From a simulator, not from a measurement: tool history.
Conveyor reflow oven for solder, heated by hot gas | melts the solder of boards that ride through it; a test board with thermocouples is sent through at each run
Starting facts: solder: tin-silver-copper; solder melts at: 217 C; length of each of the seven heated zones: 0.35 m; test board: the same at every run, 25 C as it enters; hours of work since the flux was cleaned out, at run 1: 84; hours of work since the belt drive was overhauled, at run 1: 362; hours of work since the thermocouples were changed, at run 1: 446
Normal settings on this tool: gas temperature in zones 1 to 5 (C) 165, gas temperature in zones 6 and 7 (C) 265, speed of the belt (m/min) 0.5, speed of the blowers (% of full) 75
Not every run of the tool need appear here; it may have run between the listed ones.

run     day  gas temperature in zones 1 to 5 (C)  gas temperature in zones 6 and 7 (C)  speed of the belt (m/min)  speed of the blowers (% of full)  hours of work since the flux was cleaned out  hours of work since the belt drive was overhauled  hours of work since the thermocouples were changed  highest temperature of the board (C)  time above the solder's melting point (s)
  1       0                                  165                                   265                        0.5                                75                                            84                                                362                                                 446                                 246.5                                       54.3
  2   1.208                                  165                                   265                        0.5                                75                                           100                                                378                                                 462                                 246.6                                       54.1
  3   2.821                                  165                                   265                        0.5                                75                                           121                                                399                                                 482                                 246.6                                       54.2
  4   3.812                                  165                                   265                        0.5                                75                                           134                                                412                                                 495                                 246.6                                       54.2
  5   4.979                                  165                                   265                        0.5                                75                                           149                                                427                                                 510                                 246.7                                         54
  6   6.312                                  165                                   265                        0.5                                75                                           166                                                444                                                 528                                 246.6                                       54.1
      6.912  -- flux residue cleaned out of gas plates and filters
  7   7.804                                  165                                   265                        0.5                                75                                            12                                                461                                                 544                                 246.7                                       54.3
  8   9.079                                  165                                   265                        0.5                                83                                            28                                                477                                                 561                                 248.3                                       56.2
  9   9.867                                  165                                   265                      0.457                                75                                            38                                                487                                                 571                                 249.7                                       63.3
 10  10.896                                  165                                   265                        0.5                                75                                            52                                                501                                                 584                                 246.5                                       54.5
 11  12.354                                  151                                   265                        0.5                                75                                            71                                                520                                                 603                                 244.1                                       47.2
 12  13.088                                  151                                   265                        0.5                                75                                            80                                                529                                                 613                                 244.1                                       47.1
 13  14.375                                  165                                   265                        0.5                                75                                            97                                                546                                                 630                                 246.8                                         54
 14  15.471                                  165                                   265                        0.5                                75                                           111                                                560                                                 644                                 246.6                                       54.2
 15  16.821                                  165                                   265                        0.5                                75                                           128                                                578                                                 661                                 246.8                                       54.2
 16  17.767                                  164                                   265                      0.416                                79                                           141                                                590                                                 674                                 253.1                                       73.7
 17  19.296                                  165                                   265                        0.5                                62                                           161                                                610                                                 693                                   243                                       49.5
     20.225  -- flux residue cleaned out of gas plates and filters
 18  20.321                                  165                                   265                        0.5                                62                                             1                                                620                                                 704                                   243                                       49.4
 19  21.688                                  165                                   265                        0.5                                62                                            19                                                638                                                 722                                 243.1                                       49.5
 20   22.85                                  170                                   266                        0.5                                51                                            34                                                653                                                 737                                 240.9                                       47.8
 21  23.671                                  170                                   266                        0.5                                80                                            45                                                664                                                 747                                 249.5                                       58.8
 22  24.742                                  179                                   262                      0.546                                78                                            59                                                678                                                 761                                 244.6                                       52.2
 23  25.667                                  179                                   262                      0.546                                78                                            71                                                690                                                 773                                 244.6                                       52.3
 24  26.379                                  179                                   256                      0.546                                78                                            80                                                699                                                 783                                 239.7                                       47.4
 25  27.296                                  167                                   269                      0.413                                57                                            92                                                711                                                 794                                 252.2                                       72.6
 26  28.821                                  156                                   269                      0.413                                57                                           111                                                731                                                 814                                 250.3                                       66.3
 27  30.308                                  156                                   269                      0.413                                57                                           131                                                750                                                 834                                 250.4                                       66.6
 28  31.546                                  178                                   270                      0.418                                75                                           147                                                766                                                 850                                 258.3                                       83.5
     31.738  -- thermocouples of zones 6 and 7 changed
 29  32.342                                  178                                   270                      0.418                                75                                           156                                                775                                                   8                                 258.4                                       83.2
     33.638  -- flux residue cleaned out of gas plates and filters
 30  33.938                                  164                                   271                        0.5                                75                                             4                                                793                                                  26                                 251.7                                       57.9

Entry by entry between the runs, the difference in hidden state between the last listed run before and the first listed run after:
Logged between run 6 and run 7: flux residue cleaned out of gas plates and filters (day 6.912)
  heat that the gas passes to the board, % of a clean oven's: 99.9 -> 100
Logged between run 17 and run 18: flux residue cleaned out of gas plates and filters (day 20.225)
  heat that the gas passes to the board, % of a clean oven's: 99.9 -> 100
Logged between run 28 and run 29: thermocouples of zones 6 and 7 changed (day 31.738)
  heat that the gas passes to the board, % of a clean oven's: 100 -> 99.9; true gas temperature in zones 6 and 7 over the reading, C: -0.02 -> 0
Logged between run 29 and run 30: flux residue cleaned out of gas plates and filters (day 33.638)
  heat that the gas passes to the board, % of a clean oven's: 99.9 -> 100

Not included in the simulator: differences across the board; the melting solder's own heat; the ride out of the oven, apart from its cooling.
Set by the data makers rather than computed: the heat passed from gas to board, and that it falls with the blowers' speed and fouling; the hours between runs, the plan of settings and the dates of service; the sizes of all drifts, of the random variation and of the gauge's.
